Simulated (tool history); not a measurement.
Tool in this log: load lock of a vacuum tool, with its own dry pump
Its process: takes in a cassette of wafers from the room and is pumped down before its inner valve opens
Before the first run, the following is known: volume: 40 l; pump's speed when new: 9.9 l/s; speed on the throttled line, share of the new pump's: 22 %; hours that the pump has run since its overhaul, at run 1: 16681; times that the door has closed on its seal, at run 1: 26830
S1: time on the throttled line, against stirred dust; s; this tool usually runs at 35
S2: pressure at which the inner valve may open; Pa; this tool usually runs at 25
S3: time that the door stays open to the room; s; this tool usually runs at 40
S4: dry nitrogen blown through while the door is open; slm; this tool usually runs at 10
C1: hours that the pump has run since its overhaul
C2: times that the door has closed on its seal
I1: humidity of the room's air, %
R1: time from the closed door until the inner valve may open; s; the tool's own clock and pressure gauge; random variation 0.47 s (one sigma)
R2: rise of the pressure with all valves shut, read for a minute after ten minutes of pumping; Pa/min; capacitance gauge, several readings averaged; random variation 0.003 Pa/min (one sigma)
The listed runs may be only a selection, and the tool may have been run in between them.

run      day  S1  S2   S3  S4     C1     C2    I1    R1     R2
  1    0.000  35  25   40  10  16681  26830  45.4  60.8  0.031
  2    7.350  35  25   40  10  16857  27222  47.4  61.3  0.031
  3   19.704  35  25   40  10  17154  27880  44.3  60.7  0.025
  4   34.804  47  25   40  10  17516  28684  48.5  71.2  0.034
  5   41.729  35  23   40  10  17683  29053  47.9  62.0  0.026
  6   49.108  35  25   40  10  17860  29446  45.4  61.1  0.030
  7   63.988  35  25   40  10  18217  30239  46.5  60.9  0.028
      72.225  -- dry pump taken out, an overhauled one fitted
  8   73.717  35  25  183  10     36  30744  45.4  61.0  0.086
  9   82.754  35  35  183  10    253  31225  43.0  59.2  0.079
 10   98.200  35  35  183  10    623  32048  47.5  59.7  0.086
 11  107.242  35  35  183  10    840  32530  45.1  60.4  0.086
 12  116.821  35  25  102  10   1070  33040  42.4  61.2  0.052
 13  124.592  35  25  102  10   1257  33454  47.1  60.7  0.058
 14  131.596  35  25   40  10   1425  33827  38.4  61.6  0.025
 15  146.029  35  25   40  10   1771  34596  45.9  61.0  0.033
 16  153.462  35  32   40  10   1950  34992  48.0  60.4  0.035
 17  165.346  35  32  158  10   2235  35625  48.4  59.8  0.079
 18  175.012  35  32  158  10   2467  36140  46.8  60.0  0.077
 19  185.146  35  32  158  10   2710  36680  45.1  60.5  0.071
 20  192.817  35  25   45  10   2894  37088  43.5  62.0  0.028
 21  206.992  35  25   45  10   3234  37843  49.9  60.6  0.033
 22  218.138  35  25  160  15   3502  38437  46.0  61.0  0.071
 23  227.062  35  25  160  15   3716  38912  42.4  61.1  0.065
 24  235.046  39  20   40  10   3908  39338  42.3  65.7  0.031
 25  241.579  39  20  223  19   4065  39686  45.1  64.7  0.081
 26  250.529  35  25  207  10   4279  40162  48.1  61.4  0.099
 27  259.083  35  25   71  16   4485  40618  48.4  61.6  0.044
 28  270.533  56  35  111  18   4759  41228  43.6  76.1  0.053
 29  279.021  58  25   40  10   4963  41680  45.1  79.1  0.033
 30  288.846  28  25   40  10   5199  42204  45.0  55.0  0.035
 31  304.608  35  25   40   9   5577  43043  44.3  60.6  0.031
 32  314.333  35  25   42   9   5811  43561  46.6  60.4  0.035
 33  323.617  35  25   85  10   6033  44056  47.4  62.0  0.053
 34  334.925  35  25   40  35   6305  44658  44.1  60.6  0.020
     348.604  -- door's seal changed, seat wiped
 35  348.604  35  25   40  35   6632      0  45.4  61.0  0.018
 36  359.392  60  25   40   5   6891    575  46.9  80.4  0.042

5 options for the next run, each taken on its own from the tool as it stands now. Forecast them:
  A  367.225  60  25  40   8  7079  993  48.3   ?   ?
  B  367.225  60  23  40   5  7079  993  44.7   ?   ?
  C  367.225  29  44  40   5  7079  993  45.3   ?   ?
  D  367.225  60  21  45   6  7079  993  46.4   ?   ?
  E  367.225  35  48  40   6  7079  993  46.9   ?   ?

run    R1     R2
  A  79.9  0.036
  B  81.3  0.030
  C  54.4  0.033
  D  82.0  0.038
  E  58.5  0.030
Stripped of hidden state, with their random variation kept, the same runs would have yielded:
run    R1     R2
  A  79.9  0.036
  B  81.3  0.030
  C  54.4  0.032
  D  82.0  0.038
  E  58.5  0.030

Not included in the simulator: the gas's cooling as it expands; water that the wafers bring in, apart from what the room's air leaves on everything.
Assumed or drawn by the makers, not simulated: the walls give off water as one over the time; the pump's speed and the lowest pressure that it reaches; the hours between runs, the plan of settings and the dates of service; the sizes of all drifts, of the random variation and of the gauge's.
